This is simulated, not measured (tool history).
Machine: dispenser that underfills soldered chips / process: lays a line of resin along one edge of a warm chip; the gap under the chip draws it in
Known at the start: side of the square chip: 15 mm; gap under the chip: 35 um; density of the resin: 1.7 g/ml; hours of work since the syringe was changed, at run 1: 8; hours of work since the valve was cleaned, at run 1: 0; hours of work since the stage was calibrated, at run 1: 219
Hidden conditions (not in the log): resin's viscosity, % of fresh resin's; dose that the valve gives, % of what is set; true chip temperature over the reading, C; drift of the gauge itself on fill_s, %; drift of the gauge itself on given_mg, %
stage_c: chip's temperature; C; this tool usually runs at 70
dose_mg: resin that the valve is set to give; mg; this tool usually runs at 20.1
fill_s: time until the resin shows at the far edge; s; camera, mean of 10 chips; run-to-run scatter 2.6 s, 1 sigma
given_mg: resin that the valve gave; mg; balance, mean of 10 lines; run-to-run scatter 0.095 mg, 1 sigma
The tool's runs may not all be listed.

| run | day | stage_c | dose_mg | hours of work since the syringe was changed | hours of work since the valve was cleaned | hours of work since the stage was calibrated | fill_s | given_mg |
|---|---|---|---|---|---|---|---|---|
| 1 | 0.000 | 70 | 20.1 | 8 | 0 | 219 | 360.3 | 20.04 |
|  | 0.046 | new syringe of resin |
| 2 | 0.383 | 70 | 20.1 | 5 | 5 | 224 | 314.5 | 20.02 |
|  | 0.667 | new syringe of resin |
| 3 | 0.783 | 70 | 21.9 | 2 | 11 | 230 | 268.1 | 21.76 |
| 4 | 1.058 | 70 | 20.1 | 6 | 15 | 233 | 324.5 | 19.75 |
|  | 1.275 | new syringe of resin |
| 5 | 1.296 | 67 | 20.1 | 0 | 18 | 237 | 289.6 | 19.97 |
| 6 | 1.571 | 67 | 20.1 | 4 | 22 | 241 | 354.4 | 19.85 |
|  | 1.892 | new syringe of resin |
| 7 | 1.971 | 70 | 20.1 | 1 | 28 | 246 | 258.1 | 19.66 |
| 8 | 2.196 | 70 | 20.1 | 4 | 31 | 250 | 304.0 | 19.62 |
|  | 2.521 | new syringe of resin |
| 9 | 2.529 | 70 | 20.1 | 0 | 36 | 254 | 244.2 | 19.61 |
| 10 | 2.908 | 70 | 19.3 | 6 | 41 | 260 | 323.8 | 18.81 |
|  | 3.138 | new syringe of resin |
| 11 | 3.138 | 70 | 19.3 | 0 | 44 | 263 | 249.0 | 18.77 |
| 12 | 3.400 | 70 | 22.2 | 4 | 48 | 267 | 292.1 | 21.47 |
| 13 | 3.704 | 70 | 22.2 | 8 | 53 | 271 | 357.4 | 21.49 |
|  | 3.762 | new syringe of resin |
| 14 | 3.962 | 78 | 20.1 | 3 | 56 | 275 | 188.0 | 19.37 |
| 15 | 4.154 | 78 | 20.1 | 6 | 59 | 277 | 214.3 | 19.47 |
| 16 | 4.317 | 78 | 20.1 | 8 | 61 | 280 | 239.2 | 19.27 |
|  | 4.375 | new syringe of resin |
| 17 | 4.608 | 64 | 23.1 | 3 | 65 | 284 | 379.8 | 21.91 |
|  | 4.992 | new syringe of resin |
| 18 | 4.992 | 66 | 19.2 | 0 | 71 | 289 | 299.8 | 18.34 |
| 19 | 5.158 | 66 | 19.2 | 2 | 73 | 292 | 337.6 | 18.16 |
| 20 | 5.388 | 70 | 23.1 | 6 | 76 | 295 | 308.0 | 21.82 |
|  | 5.608 | new syringe of resin |
| 21 | 5.725 | 60 | 20.3 | 2 | 81 | 300 | 445.3 | 19.09 |
| 22 | 5.983 | 82 | 20.3 | 5 | 85 | 303 | 172.8 | 19.24 |
|  | 6.238 | new syringe of resin |
| 23 | 6.312 | 55 | 18.6 | 1 | 89 | 308 | 589.1 | 17.48 |
| 24 | 6.650 | 55 | 18.6 | 6 | 94 | 313 | 742.7 | 17.24 |
|  | 6.846 | new syringe of resin |
| 25 | 6.979 | 74 | 23.5 | 2 | 99 | 317 | 204.7 | 21.96 |
| 26 | 7.229 | 59 | 23.5 | 6 | 103 | 321 | 565.2 | 21.81 |
|  | 7.467 | new syringe of resin |
| 27 | 7.500 | 59 | 23.5 | 0 | 106 | 325 | 439.9 | 21.70 |
| 28 | 7.796 | 62 | 19.2 | 5 | 111 | 329 | 472.6 | 17.69 |
| 29 | 7.988 | 81 | 17.2 | 8 | 113 | 332 | 211.7 | 15.82 |
|  | 8.079 | new syringe of resin |
|  | 8.208 | dispensing valve cleaned and set on the balance |
| 30 | 8.425 | 61 | 17.2 | 4 | 3 | 337 | 486.2 | 17.21 |
| 31 | 8.700 | 85 | 23.3 | 8 | 7 | 341 | 166.7 | 23.32 |

Branching from run 31: 3 alternative next runs. What would each branch give?
|  | 8.738 | new syringe of resin |
| A | 9.092 | 77 | 17.2 | 5 | 13 | 347 | ? | ? |
|  | 8.738 | new syringe of resin |
| B | 9.092 | 67 | 20.2 | 5 | 13 | 347 | ? | ? |
|  | 8.738 | new syringe of resin |
| C | 9.092 | 79 | 24.3 | 5 | 13 | 347 | ? | ? |

| run | fill_s | given_mg |
|---|---|---|
| A | 218.7 | 17.16 |
| B | 350.9 | 20.04 |
| C | 186.9 | 24.19 |
With the hidden condition removed and each run's random variation left untouched, the same runs would have given:
| run | fill_s | given_mg |
|---|---|---|
| A | 190.1 | 17.26 |
| B | 307.2 | 20.16 |
| C | 162.4 | 24.33 |

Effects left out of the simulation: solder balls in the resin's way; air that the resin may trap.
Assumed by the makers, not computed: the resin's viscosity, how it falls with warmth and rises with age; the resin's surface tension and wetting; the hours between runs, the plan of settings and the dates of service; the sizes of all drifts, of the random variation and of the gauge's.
